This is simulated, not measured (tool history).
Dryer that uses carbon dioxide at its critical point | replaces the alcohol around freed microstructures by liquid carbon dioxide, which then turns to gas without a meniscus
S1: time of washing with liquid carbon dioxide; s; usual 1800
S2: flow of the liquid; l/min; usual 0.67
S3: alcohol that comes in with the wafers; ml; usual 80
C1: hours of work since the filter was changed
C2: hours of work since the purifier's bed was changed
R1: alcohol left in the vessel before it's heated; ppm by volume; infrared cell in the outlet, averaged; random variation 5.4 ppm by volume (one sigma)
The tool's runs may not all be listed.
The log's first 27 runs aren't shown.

{"run": 28, "hour": 630.5, "S1": 1560, "S2": 0.563, "S3": 99, "C1": 16, "C2": 822, "R1": 936}
{"run": 29, "hour": 658.2, "S1": 2280, "S2": 0.67, "S3": 115, "C1": 29, "C2": 834, "R1": 290}
{"run": 30, "hour": 673.5, "S1": 2880, "S2": 0.416, "S3": 29, "C1": 36, "C2": 842, "R1": 290}
{"run": 31, "hour": 702.1, "S1": 2880, "S2": 0.509, "S3": 29, "C1": 50, "C2": 855, "R1": 258}
{"run": 32, "hour": 715.7, "S1": 1440, "S2": 0.509, "S3": 95, "C1": 56, "C2": 861, "R1": 1451}
{"run": 33, "hour": 740.4, "S1": 1920, "S2": 0.728, "S3": 55, "C1": 68, "C2": 873, "R1": 284}
{"run": 34, "hour": 763.8, "S1": 2580, "S2": 0.728, "S3": 39, "C1": 79, "C2": 884, "R1": 244}
{"run": 35, "hour": 777.9, "S1": 1260, "S2": 0.805, "S3": 26, "C1": 85, "C2": 890, "R1": 350}
{"run": 36, "hour": 790.8, "S1": 1800, "S2": 0.796, "S3": 47, "C1": 91, "C2": 896, "R1": 290}
{"run": 37, "hour": 804.3, "S1": 2580, "S2": 0.67, "S3": 33, "C1": 97, "C2": 903, "R1": 261}
{"run": 38, "hour": 822.0, "S1": 2580, "S2": 0.67, "S3": 33, "C1": 106, "C2": 911, "R1": 266}
{"run": 39, "hour": 847.4, "S1": 1800, "S2": 1.081, "S3": 39, "C1": 118, "C2": 923, "R1": 262}
{"run": 40, "hour": 870.6, "S1": 1800, "S2": 0.67, "S3": 96, "C1": 128, "C2": 933, "R1": 440}
{"run": 41, "hour": 889.2, "S1": 1800, "S2": 0.67, "S3": 20, "C1": 137, "C2": 942, "R1": 303}
{"run": 42, "hour": 914.2, "S1": 1800, "S2": 0.43, "S3": 43, "C1": 149, "C2": 954, "R1": 763}
{"run": 43, "hour": 945.7, "S1": 1140, "S2": 0.442, "S3": 80, "C1": 163, "C2": 968, "R1": 2977}
{"run": 44, "hour": 969.9, "S1": 1740, "S2": 0.822, "S3": 80, "C1": 175, "C2": 980, "R1": 331}
{"run": 45, "hour": 999.5, "S1": 1740, "S2": 0.822, "S3": 80, "C1": 188, "C2": 994, "R1": 336}
{"hour": 1015.8, "done": "purifier's bed changed"}
{"run": 46, "hour": 1032.4, "S1": 1800, "S2": 0.421, "S3": 45, "C1": 202, "C2": 8, "R1": 576}

Forecast each of these 3 alternatives for the next run:
{"run": "A", "hour": 1056.6, "S1": 1260, "S2": 0.529, "S3": 45, "C1": 214, "C2": 19, "R1": "?"}
{"run": "B", "hour": 1056.6, "S1": 2520, "S2": 1.023, "S3": 40, "C1": 214, "C2": 19, "R1": "?"}
{"run": "C", "hour": 1056.6, "S1": 1800, "S2": 0.85, "S3": 44, "C1": 214, "C2": 19, "R1": "?"}

run=A R1=820
run=B R1=6
run=C R1=27
Without the tool's hidden state the same runs would have given:
run=A R1=764
run=B R1=1
run=C R1=18
